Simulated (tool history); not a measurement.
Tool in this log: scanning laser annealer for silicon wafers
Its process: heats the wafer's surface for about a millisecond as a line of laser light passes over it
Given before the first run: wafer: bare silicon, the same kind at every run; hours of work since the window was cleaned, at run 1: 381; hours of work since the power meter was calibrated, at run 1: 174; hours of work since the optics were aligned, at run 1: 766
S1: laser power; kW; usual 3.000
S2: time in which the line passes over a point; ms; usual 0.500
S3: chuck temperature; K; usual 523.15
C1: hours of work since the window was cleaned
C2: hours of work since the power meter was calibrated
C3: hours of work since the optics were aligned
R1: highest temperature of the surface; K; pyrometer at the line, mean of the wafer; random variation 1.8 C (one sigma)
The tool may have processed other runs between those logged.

run,hour,S1,S2,S3,C1,C2,C3,R1
1,0.0,3.000,0.500,523.15,381,174,766,1290.15
2,5.1,3.000,0.500,504.15,385,177,770,1273.15
3,10.8,3.000,0.500,507.15,388,181,774,1272.15
4,16.5,3.000,0.500,507.15,392,185,778,1273.15
5,23.3,3.000,0.500,507.15,397,190,782,1270.15
6,33.2,3.000,0.500,507.15,404,196,789,1274.15
7,42.5,3.000,0.500,523.15,410,203,796,1291.15
8,51.1,3.000,0.500,554.15,416,209,802,1322.15
9,57.3,3.000,0.500,554.15,421,213,806,1320.15
10,66.8,3.000,0.500,554.15,427,220,812,1322.15
11,71.8,3.000,0.500,554.15,431,223,816,1318.15
12,77.1,3.000,0.500,523.15,434,227,819,1287.15
13,85.4,3.000,0.500,506.15,440,232,825,1272.15
14,92.1,3.000,0.500,506.15,445,237,830,1269.15
15,101.1,3.000,0.500,494.15,451,243,836,1258.15
16,109.4,3.000,0.500,499.15,456,249,842,1261.15
17,116.1,3.000,0.500,510.15,461,254,846,1274.15
18,121.9,3.000,0.500,494.15,465,258,850,1259.15
19,129.0,3.231,0.500,494.15,470,263,855,1309.15
20,134.3,3.000,0.471,523.15,474,266,859,1262.15
21,141.6,3.207,0.471,521.15,479,271,864,1309.15
22,152.1,3.125,0.389,501.15,486,278,871,1203.15
23,160.0,3.125,0.389,501.15,491,284,877,1204.15
24,165.0,2.564,0.472,492.15,495,287,880,1135.15
25,170.6,3.260,0.472,492.15,499,291,884,1290.15
26,181.0,2.825,0.500,523.15,506,298,891,1247.15
27,188.0,3.112,0.481,523.15,511,303,896,1298.15
28,194.7,2.890,0.481,513.15,515,308,901,1239.15
29,204.4,3.213,0.376,551.15,522,314,907,1257.15
30,213.5,3.247,0.396,523.15,528,321,914,1255.15
31,221.6,3.247,0.396,494.15,534,326,919,1223.15
32,229.3,3.000,0.612,547.15,539,332,924,1385.15
33,237.5,2.628,0.500,557.15,545,337,930,1231.15
34,243.9,3.231,0.577,554.15,549,342,935,1424.15
35,252.6,3.231,0.577,554.15,555,348,940,1426.15
36,262.9,3.000,0.391,485.15,562,355,948,1163.15
37,268.3,3.000,0.529,555.15,566,359,951,1338.15
38,273.2,3.202,0.481,536.15,569,362,955,1325.15
39,282.6,2.800,0.405,514.15,576,368,961,1159.15
40,289.7,2.800,0.405,545.15,581,373,966,1190.15

Measured result minus the same run's result without the hidden state. Both carry the same run-to-run variation, though not necessarily the same gauge scatter:
What the log doesn't record here: light that passes the window, % of a clean one's; laser's true power over the reading, %; width of the line over the set one, %; drift of the gauge itself on peak_c, C.
run,R1
1,-18.00
2,-18.00
3,-18.00
4,-18.00
5,-18.00
6,-19.00
7,-18.00
8,-18.00
9,-19.00
10,-19.00
11,-20.00
12,-19.00
13,-20.00
14,-20.00
15,-20.00
16,-20.00
17,-20.00
18,-20.00
19,-22.00
20,-21.00
21,-22.00
22,-19.00
23,-20.00
24,-19.00
25,-23.00
26,-21.00
27,-23.00
28,-21.00
29,-21.00
30,-22.00
31,-22.00
32,-25.00
33,-21.00
34,-27.00
35,-27.00
36,-22.00
37,-25.00
38,-25.00
39,-20.00
40,-21.00
